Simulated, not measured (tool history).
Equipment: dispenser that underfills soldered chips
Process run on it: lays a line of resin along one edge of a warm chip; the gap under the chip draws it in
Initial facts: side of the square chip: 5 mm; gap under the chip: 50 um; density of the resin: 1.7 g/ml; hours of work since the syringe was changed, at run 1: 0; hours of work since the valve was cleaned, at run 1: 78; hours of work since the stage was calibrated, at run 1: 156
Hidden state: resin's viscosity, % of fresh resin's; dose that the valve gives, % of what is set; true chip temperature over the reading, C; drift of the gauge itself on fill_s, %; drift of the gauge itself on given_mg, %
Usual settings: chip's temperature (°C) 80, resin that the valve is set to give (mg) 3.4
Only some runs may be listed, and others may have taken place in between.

| run | hour | chip's temperature (°C) | resin that the valve is set to give (mg) | hours of work since the syringe was changed | hours of work since the valve was cleaned | hours of work since the stage was calibrated | time until the resin shows at the far edge (s) | resin that the valve gave (mg) |
|---|---|---|---|---|---|---|---|---|
| 1 | 0 | 80 | 3.4 | 0 | 78 | 156 | 11.4 | 3.26 |
| 2 | 5.4 | 80 | 3.4 | 4 | 82 | 160 | 15.4 | 3.25 |
| 3 | 9.4 | 80 | 3.4 | 7 | 85 | 163 | 18.4 | 3.23 |
|  | 11.4 | new syringe of resin |
| 4 | 18.2 | 86 | 3.4 | 5 | 92 | 170 | 11.9 | 3.25 |
|  | 22.8 | new syringe of resin |
| 5 | 28.2 | 86 | 3.4 | 4 | 99 | 177 | 11.2 | 3.24 |
|  | 34.9 | new syringe of resin |
| 6 | 36.5 | 80 | 3.4 | 1 | 105 | 183 | 11.2 | 3.24 |
| 7 | 43.5 | 80 | 3.46 | 6 | 110 | 188 | 17.6 | 3.25 |
|  | 46.6 | new syringe of resin |
| 8 | 51.5 | 80 | 3.46 | 4 | 115 | 193 | 13.3 | 3.28 |
|  | 58 | new syringe of resin |
| 9 | 61.1 | 80 | 3.46 | 2 | 122 | 200 | 12.7 | 3.25 |
|  | 64.7 | dispensing valve cleaned and set on the balance |
| 10 | 66.6 | 80 | 3.46 | 6 | 1 | 204 | 16.7 | 3.48 |
|  | 70.3 | new syringe of resin |
| 11 | 73.1 | 80 | 3.46 | 2 | 6 | 208 | 12.9 | 3.45 |
| 12 | 78.6 | 83 | 3.4 | 6 | 10 | 212 | 14.3 | 3.39 |
|  | 82.3 | new syringe of resin |
| 13 | 83.4 | 83 | 3.64 | 1 | 13 | 216 | 9.7 | 3.63 |
| 14 | 89.3 | 83 | 3.64 | 5 | 18 | 220 | 13.6 | 3.61 |
|  | 94.1 | new syringe of resin |
| 15 | 96.5 | 80 | 3.98 | 2 | 23 | 225 | 12.1 | 3.94 |
|  | 105.6 | new syringe of resin |
| 16 | 106.2 | 80 | 3.98 | 0 | 30 | 232 | 10.2 | 3.9 |
| 17 | 111.8 | 80 | 3.98 | 5 | 34 | 236 | 14.6 | 3.9 |
|  | 117.1 | new syringe of resin |
| 18 | 119.4 | 69 | 4.14 | 2 | 39 | 241 | 20.7 | 4.06 |
|  | 128.8 | new syringe of resin |
| 19 | 128.8 | 69 | 4.14 | 0 | 46 | 248 | 18.8 | 4.03 |

Run 20 is up next; what results do you expect?
| 20 | 136.1 | 89 | 3.9 | 5 | 51 | 253 | ? | ? |

time until the resin shows at the far edge (s): 9.9
resin that the valve gave (mg): 3.81
If the tool had no hidden condition, the same run with the same run-to-run variation would have returned time until the resin shows at the far edge (s) 6.8, resin that the valve gave (mg) 3.92.

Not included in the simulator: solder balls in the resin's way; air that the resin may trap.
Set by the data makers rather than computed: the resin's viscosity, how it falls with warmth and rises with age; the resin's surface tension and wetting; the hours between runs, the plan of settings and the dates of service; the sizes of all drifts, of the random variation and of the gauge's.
